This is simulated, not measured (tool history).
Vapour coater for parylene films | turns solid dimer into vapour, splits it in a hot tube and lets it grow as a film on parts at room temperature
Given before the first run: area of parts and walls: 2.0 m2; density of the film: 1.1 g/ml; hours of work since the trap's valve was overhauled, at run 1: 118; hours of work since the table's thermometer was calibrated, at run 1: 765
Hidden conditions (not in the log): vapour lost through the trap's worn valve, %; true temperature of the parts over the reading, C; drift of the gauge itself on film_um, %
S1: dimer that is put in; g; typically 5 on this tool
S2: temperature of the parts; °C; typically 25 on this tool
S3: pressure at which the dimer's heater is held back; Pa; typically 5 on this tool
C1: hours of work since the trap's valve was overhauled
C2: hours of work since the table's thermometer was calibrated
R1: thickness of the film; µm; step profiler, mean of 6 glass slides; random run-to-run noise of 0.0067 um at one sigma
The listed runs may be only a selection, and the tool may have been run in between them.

run    hour  S1  S2     S3   C1    C2     R1
  1       0   5  25      5  118   765  1.607
  2    21.9   5  36      5  132   778  1.099
  3    41.4   5  36      5  144   791  1.101
  4    58.1   5  25    3.3  155   801  1.724
  5    82.4   5  25      5  170   816   1.62
  6     100   5  25      5  181   828  1.612
  7   126.5   5  25      5  198   844  1.614
  8   152.9   5  25      5  214   861  1.622
  9   177.4   5  25      5  230   876  1.624
 10     192   5  25      5  239   885  1.624
 11   215.6   5  25      5  254   900  1.635
 12   234.1   5  25      5  265   912  1.634
 13     252   5  25      5  276   923  1.634
 14   269.9   5  25      5  288   934  1.626
 15   299.3   5  25   8.32  306   953  1.517
 16   322.9   9  25      5  321   967  2.959
 17   352.3   2  25      5  339   986  0.653
 18   373.9   5  33      5  353   999   1.26
 19   386.9   5  33      5  361  1008  1.243
      399.7  -- trap's valve overhauled
        409  -- gauge calibrated
 20   414.6   5  25      5    9  1022  1.589
 21   441.8   5  25      5   26  1040  1.608
 22   461.5   5  25      5   39  1052  1.606
 23   476.5   5  25   6.16   48  1061   1.56
 24   490.7   5  25   6.16   57  1070  1.568
 25   521.6   5  25   6.16   77  1090  1.559
 26   549.3   5  25   6.16   94  1107  1.569
 27   571.9   5  25   6.16  108  1121  1.565
 28   591.6   2  35   5.78  120  1134  0.451
 29   615.9   2  35    2.7  136  1149  0.507
 30   638.1   2  35    2.7  150  1163  0.511
 31   657.6   5  18      5  162  1175  2.071
 32   685.4   5  25   3.65  179  1192  1.719
 33     711   6  28      5  195  1208  1.778
 34   734.7   2  26   3.18  210  1223  0.683
 35   755.1   5  25   7.08  223  1236  1.562
 36   783.7   5  25  10.45  241  1254  1.467
      786.2  -- gauge calibrated
 37   806.2   5  27   8.47  255  1268  1.365
 38   821.7   5  27   8.47  265  1278  1.389
 39   839.6   5  21   8.78  276  1289    1.7
 40   862.2   5  37   4.71  290  1303  1.076
 41   881.6   5  37   4.71  302  1316  1.078
 42   909.8   5  37   4.71  320  1333  1.081
 43   932.9   5  34   4.71  335  1348  1.201
 44     947   3  34   3.97  343  1357  0.733
 45   965.7   4  24   3.97  355  1368    1.4
      989.6  -- trap's valve overhauled
 46   990.3   6  24   2.84    0  1381  2.216
 47  1011.7   6  36  10.26   14  1395  1.191

Branching from run 47: 3 alternative next runs. What would each branch give?
  A  1029   5  25  5.51  25  1406   ?
  B  1029   3  26  2.46  25  1406   ?
  C  1029   2  20  2.46  25  1406   ?

run     R1
  A  1.603
  B  1.059
  C   0.86
With no hidden state in the tool, these same runs would have given:
run     R1
  A  1.583
  B  1.045
  C  0.849

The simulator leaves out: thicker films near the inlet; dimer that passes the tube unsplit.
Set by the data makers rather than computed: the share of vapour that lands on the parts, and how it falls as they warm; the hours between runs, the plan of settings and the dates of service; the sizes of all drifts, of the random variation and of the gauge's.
